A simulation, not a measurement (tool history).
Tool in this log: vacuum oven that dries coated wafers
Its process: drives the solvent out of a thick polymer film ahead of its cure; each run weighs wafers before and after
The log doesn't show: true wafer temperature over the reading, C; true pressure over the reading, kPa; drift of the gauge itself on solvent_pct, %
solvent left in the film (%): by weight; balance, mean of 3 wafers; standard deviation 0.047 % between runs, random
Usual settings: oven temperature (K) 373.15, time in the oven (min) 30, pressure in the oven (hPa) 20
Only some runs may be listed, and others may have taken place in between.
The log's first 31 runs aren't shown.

| run | hour | oven temperature (K) | time in the oven (min) | pressure in the oven (hPa) | hours of work since the thermocouples were calibrated | hours of work since the vacuum gauge was cleaned of residue | solvent left in the film (%) |
|---|---|---|---|---|---|---|---|
| 32 | 1511 | 385.15 | 39 | 53.4 | 1126 | 1585 | 1.81 |
| 33 | 1563.2 | 372.15 | 39 | 65.3 | 1151 | 1611 | 3.93 |
| 34 | 1603.1 | 373.15 | 24 | 20 | 1171 | 1631 | 2.61 |
|  | 1675.1 | oven's thermocouples calibrated |
| 35 | 1675.1 | 373.15 | 36 | 53.9 | 0 | 1665 | 2.94 |
| 36 | 1705.7 | 370.15 | 38 | 24.9 | 15 | 1680 | 2.08 |
| 37 | 1757.5 | 369.15 | 47 | 12.3 | 40 | 1705 | 1.24 |
| 38 | 1800 | 370.15 | 36 | 11.1 | 61 | 1726 | 1.44 |
| 39 | 1832.1 | 370.15 | 36 | 31.7 | 77 | 1742 | 2.48 |

What if the next run were any one of these 4? Each begins from the tool's condition after run 39:
| A | 1885.9 | 363.15 | 41 | 32.6 | 104 | 1769 | ? |
| B | 1885.9 | 376.15 | 41 | 60.3 | 104 | 1769 | ? |
| C | 1885.9 | 365.15 | 28 | 53.7 | 104 | 1769 | ? |
| D | 1885.9 | 376.15 | 35 | 27.5 | 104 | 1769 | ? |

| run | solvent left in the film (%) |
|---|---|
| A | 3.62 |
| B | 2.88 |
| C | 5.13 |
| D | 1.68 |
With no hidden state in the tool, these same runs would have given:
| run | solvent left in the film (%) |
|---|---|
| A | 3.16 |
| B | 2.57 |
| C | 4.76 |
| D | 1.37 |
